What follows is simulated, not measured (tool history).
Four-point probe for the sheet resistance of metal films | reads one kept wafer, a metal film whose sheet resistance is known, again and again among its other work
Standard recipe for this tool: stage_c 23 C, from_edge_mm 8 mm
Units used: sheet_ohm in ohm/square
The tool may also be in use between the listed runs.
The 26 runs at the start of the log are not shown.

run,hour,stage_c,from_edge_mm,touches since the probe head was changed,hours of work since the stage's thermometer was calibrated,sheet_ohm
27,476.2,27,7,43199,188,0.06033
28,494.1,18,5,43983,198,0.06067
29,515.3,32,17,44910,210,0.060122
30,528.9,34,40,45509,217,0.060075
31,550.7,25,49,46461,229,0.060232
32,568.3,28,8,47230,239,0.060298
33,579.1,28,8,47705,245,0.060279
34,594.3,28,8,48371,253,0.060273
35,606,27,8,48885,260,0.060311
36,621,27,8,49539,268,0.060297
37,632.1,27,8,50027,274,0.060303
38,645,27,8,50592,281,0.060321
39,662,27,8,51337,291,0.060332
40,679,29,67,52081,300,0.060174
41,690,29,67,52564,306,0.060161
42,701.5,29,67,53063,313,0.060141
43,725.3,21,36,54110,326,0.060331
44,750.7,21,36,55218,340,0.06032
45,776.1,21,36,56334,354,0.060316

Forecast each of these 3 alternatives for the next run:
A,789.2,22,10,56906,361,?
B,789.2,33,24,56906,361,?
C,789.2,31,36,56906,361,?

run,sheet_ohm
A,0.060387
B,0.060107
C,0.060129
Without the tool's unlogged condition, the same runs would have read:
run,sheet_ohm
A,0.060309
B,0.06003
C,0.060052

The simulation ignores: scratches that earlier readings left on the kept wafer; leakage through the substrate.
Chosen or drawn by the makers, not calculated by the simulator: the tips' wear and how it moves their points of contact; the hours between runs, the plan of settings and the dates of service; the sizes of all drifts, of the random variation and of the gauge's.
